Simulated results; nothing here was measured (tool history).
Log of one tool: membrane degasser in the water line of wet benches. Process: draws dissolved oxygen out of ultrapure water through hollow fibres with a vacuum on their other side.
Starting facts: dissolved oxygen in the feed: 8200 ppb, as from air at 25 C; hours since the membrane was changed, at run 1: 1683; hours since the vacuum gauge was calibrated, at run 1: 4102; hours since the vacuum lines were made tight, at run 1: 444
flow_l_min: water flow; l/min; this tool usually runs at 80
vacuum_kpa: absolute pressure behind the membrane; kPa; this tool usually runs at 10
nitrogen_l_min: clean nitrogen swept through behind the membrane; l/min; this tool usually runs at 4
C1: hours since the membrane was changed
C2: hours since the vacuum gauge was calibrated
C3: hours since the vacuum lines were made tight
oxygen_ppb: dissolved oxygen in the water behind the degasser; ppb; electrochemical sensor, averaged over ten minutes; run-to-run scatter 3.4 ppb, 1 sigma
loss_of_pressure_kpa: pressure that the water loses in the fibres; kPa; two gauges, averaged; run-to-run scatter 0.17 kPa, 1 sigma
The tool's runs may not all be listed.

run 1 hour=0 | flow_l_min=80 vacuum_kpa=10 nitrogen_l_min=4 | C1=1683 C2=4102 C3=444 | oxygen_ppb=342.4 loss_of_pressure_kpa=25.85
run 2 hour=34.9 | flow_l_min=80 vacuum_kpa=10 nitrogen_l_min=4 | C1=1718 C2=4137 C3=479 | oxygen_ppb=343.8 loss_of_pressure_kpa=25.69
run 3 hour=69.1 | flow_l_min=52 vacuum_kpa=10 nitrogen_l_min=4 | C1=1752 C2=4171 C3=513 | oxygen_ppb=215.7 loss_of_pressure_kpa=17.11
run 4 hour=99.8 | flow_l_min=80 vacuum_kpa=10 nitrogen_l_min=1.72 | C1=1783 C2=4202 C3=544 | oxygen_ppb=642.4 loss_of_pressure_kpa=26.18
run 5 hour=146.6 | flow_l_min=125 vacuum_kpa=10 nitrogen_l_min=1.72 | C1=1830 C2=4249 C3=591 | oxygen_ppb=938.7 loss_of_pressure_kpa=40.72
run 6 hour=192.4 | flow_l_min=125 vacuum_kpa=10 nitrogen_l_min=1.72 | C1=1875 C2=4294 C3=637 | oxygen_ppb=948.3 loss_of_pressure_kpa=40.93
run 7 hour=224 | flow_l_min=80 vacuum_kpa=8.5 nitrogen_l_min=4 | C1=1907 C2=4326 C3=668 | oxygen_ppb=288 loss_of_pressure_kpa=26.42
run 8 hour=262.2 | flow_l_min=80 vacuum_kpa=7.2 nitrogen_l_min=4 | C1=1945 C2=4364 C3=706 | oxygen_ppb=233.2 loss_of_pressure_kpa=25.86
run 9 hour=310.7 | flow_l_min=80 vacuum_kpa=7.2 nitrogen_l_min=4 | C1=1994 C2=4413 C3=755 | oxygen_ppb=233 loss_of_pressure_kpa=25.92
run 10 hour=340.8 | flow_l_min=80 vacuum_kpa=23.3 nitrogen_l_min=4 | C1=2024 C2=4443 C3=785 | oxygen_ppb=868.3 loss_of_pressure_kpa=25.79
run 11 hour=387.3 | flow_l_min=80 vacuum_kpa=23.3 nitrogen_l_min=4 | C1=2070 C2=4489 C3=832 | oxygen_ppb=858.4 loss_of_pressure_kpa=26.08
run 12 hour=427.4 | flow_l_min=80 vacuum_kpa=23.3 nitrogen_l_min=4 | C1=2110 C2=4529 C3=872 | oxygen_ppb=865.9 loss_of_pressure_kpa=25.86
-- hour=431.2 vacuum gauge calibrated
run 13 hour=453.5 | flow_l_min=80 vacuum_kpa=23.3 nitrogen_l_min=4 | C1=2136 C2=22 C3=897 | oxygen_ppb=867 loss_of_pressure_kpa=26.01
run 14 hour=474.4 | flow_l_min=80 vacuum_kpa=23.3 nitrogen_l_min=4 | C1=2157 C2=43 C3=918 | oxygen_ppb=866.8 loss_of_pressure_kpa=26.13
run 15 hour=520.9 | flow_l_min=80 vacuum_kpa=23.3 nitrogen_l_min=4 | C1=2203 C2=90 C3=965 | oxygen_ppb=875.6 loss_of_pressure_kpa=26.29
-- hour=539.5 vacuum gauge calibrated, once more
run 16 hour=570.9 | flow_l_min=80 vacuum_kpa=23.3 nitrogen_l_min=4 | C1=2253 C2=31 C3=1014 | oxygen_ppb=866.7 loss_of_pressure_kpa=26.07
run 17 hour=610.8 | flow_l_min=61 vacuum_kpa=10 nitrogen_l_min=4 | C1=2293 C2=71 C3=1054 | oxygen_ppb=254.1 loss_of_pressure_kpa=19.85
run 18 hour=640.8 | flow_l_min=61 vacuum_kpa=10 nitrogen_l_min=4 | C1=2323 C2=101 C3=1084 | oxygen_ppb=254.5 loss_of_pressure_kpa=19.96
run 19 hour=679.3 | flow_l_min=61 vacuum_kpa=10 nitrogen_l_min=4 | C1=2361 C2=140 C3=1123 | oxygen_ppb=252 loss_of_pressure_kpa=19.77
run 20 hour=706.9 | flow_l_min=81 vacuum_kpa=13.1 nitrogen_l_min=4 | C1=2389 C2=167 C3=1150 | oxygen_ppb=478.7 loss_of_pressure_kpa=26.39
run 21 hour=730.3 | flow_l_min=73 vacuum_kpa=9.3 nitrogen_l_min=3.33 | C1=2412 C2=191 C3=1174 | oxygen_ppb=323.4 loss_of_pressure_kpa=23.81
run 22 hour=770.8 | flow_l_min=73 vacuum_kpa=9.3 nitrogen_l_min=3.33 | C1=2453 C2=231 C3=1214 | oxygen_ppb=328.8 loss_of_pressure_kpa=23.71
run 23 hour=812.2 | flow_l_min=73 vacuum_kpa=9.3 nitrogen_l_min=3.33 | C1=2494 C2=273 C3=1255 | oxygen_ppb=329.5 loss_of_pressure_kpa=23.86
run 24 hour=861.3 | flow_l_min=102 vacuum_kpa=10 nitrogen_l_min=10.27 | C1=2543 C2=322 C3=1305 | oxygen_ppb=254.9 loss_of_pressure_kpa=33.48
run 25 hour=911.1 | flow_l_min=80 vacuum_kpa=15.2 nitrogen_l_min=4 | C1=2593 C2=372 C3=1354 | oxygen_ppb=555.3 loss_of_pressure_kpa=26.08
run 26 hour=949.5 | flow_l_min=80 vacuum_kpa=15.2 nitrogen_l_min=4 | C1=2632 C2=410 C3=1393 | oxygen_ppb=548.4 loss_of_pressure_kpa=26.36
run 27 hour=974.8 | flow_l_min=80 vacuum_kpa=15.2 nitrogen_l_min=4 | C1=2657 C2=435 C3=1418 | oxygen_ppb=539.6 loss_of_pressure_kpa=26.27
run 28 hour=1007.2 | flow_l_min=107 vacuum_kpa=15.6 nitrogen_l_min=1.96 | C1=2689 C2=468 C3=1450 | oxygen_ppb=1222.5 loss_of_pressure_kpa=34.79
run 29 hour=1035.2 | flow_l_min=107 vacuum_kpa=15.6 nitrogen_l_min=1.96 | C1=2717 C2=496 C3=1478 | oxygen_ppb=1219.5 loss_of_pressure_kpa=35.12
run 30 hour=1065.6 | flow_l_min=90 vacuum_kpa=12.6 nitrogen_l_min=4.17 | C1=2748 C2=526 C3=1509 | oxygen_ppb=489.6 loss_of_pressure_kpa=29.46
run 31 hour=1104.4 | flow_l_min=85 vacuum_kpa=10 nitrogen_l_min=9.7 | C1=2786 C2=565 C3=1548 | oxygen_ppb=202.2 loss_of_pressure_kpa=28.3
run 32 hour=1130.6 | flow_l_min=69 vacuum_kpa=10 nitrogen_l_min=1.68 | C1=2813 C2=591 C3=1574 | oxygen_ppb=551 loss_of_pressure_kpa=22.63
run 33 hour=1164 | flow_l_min=111 vacuum_kpa=6.6 nitrogen_l_min=4.17 | C1=2846 C2=624 C3=1607 | oxygen_ppb=310.3 loss_of_pressure_kpa=36.84

Forecast each of these 3 alternatives for the next run:
run A hour=1186.2 | flow_l_min=75 vacuum_kpa=8.2 nitrogen_l_min=5.06 | C1=2868 C2=647 C3=1629 | oxygen_ppb=? loss_of_pressure_kpa=?
run B hour=1186.2 | flow_l_min=55 vacuum_kpa=7.1 nitrogen_l_min=4.12 | C1=2868 C2=647 C3=1629 | oxygen_ppb=? loss_of_pressure_kpa=?
run C hour=1186.2 | flow_l_min=111 vacuum_kpa=7.2 nitrogen_l_min=1.92 | C1=2868 C2=647 C3=1629 | oxygen_ppb=? loss_of_pressure_kpa=?

run=A oxygen_ppb=209.1 loss_of_pressure_kpa=24.34
run=B oxygen_ppb=133.3 loss_of_pressure_kpa=18.08
run=C oxygen_ppb=525.7 loss_of_pressure_kpa=36.32
Had the tool no hidden state, the same runs would have come out as:
run=A oxygen_ppb=203.8 loss_of_pressure_kpa=23.77
run=B oxygen_ppb=130.8 loss_of_pressure_kpa=17.67
run=C oxygen_ppb=513.9 loss_of_pressure_kpa=35.48
